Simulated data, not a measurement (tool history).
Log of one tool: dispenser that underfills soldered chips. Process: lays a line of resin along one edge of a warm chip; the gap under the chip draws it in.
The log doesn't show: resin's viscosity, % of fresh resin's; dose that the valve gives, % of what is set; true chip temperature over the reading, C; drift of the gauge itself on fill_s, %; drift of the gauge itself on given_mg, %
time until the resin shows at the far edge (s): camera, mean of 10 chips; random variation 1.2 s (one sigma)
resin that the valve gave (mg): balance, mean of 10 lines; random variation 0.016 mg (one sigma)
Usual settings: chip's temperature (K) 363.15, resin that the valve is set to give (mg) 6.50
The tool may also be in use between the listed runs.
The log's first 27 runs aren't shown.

run,hour,chip's temperature (K),resin that the valve is set to give (mg),hours of work since the syringe was changed,hours of work since the valve was cleaned,hours of work since the stage was calibrated,time until the resin shows at the far edge (s),resin that the valve gave (mg)
28,145.7,367.15,5.92,8,57,129,168.9,5.75
# hour 147.0: new syringe of resin
29,152.7,377.15,6.62,4,62,134,88.7,6.41
30,155.8,350.15,6.22,7,65,136,319.0,6.01
# hour 158.9: new syringe of resin
31,162.6,350.15,7.81,3,70,141,249.1,7.54
32,168.7,356.15,8.45,8,74,146,245.2,8.15
# hour 170.5: new syringe of resin
33,171.9,356.15,8.45,1,77,148,174.6,8.12
# hour 178.1: dispensing valve cleaned and set on the balance
34,178.3,356.15,8.45,5,0,152,222.5,8.42
# hour 183.2: new syringe of resin
35,183.4,354.15,6.50,0,4,156,183.8,6.43

Forecast each of these 3 alternatives for the next run:
A,189.2,368.15,6.50,5,8,160,?,?
B,189.2,353.15,7.99,5,8,160,?,?
C,189.2,359.15,7.73,5,8,160,?,?

run,time until the resin shows at the far edge (s),resin that the valve gave (mg)
A,126.7,6.46
B,239.2,7.93
C,185.9,7.67
Without the tool's hidden state the same runs would have given:
run,time until the resin shows at the far edge (s),resin that the valve gave (mg)
A,97.2,6.50
B,183.2,7.98
C,142.6,7.72
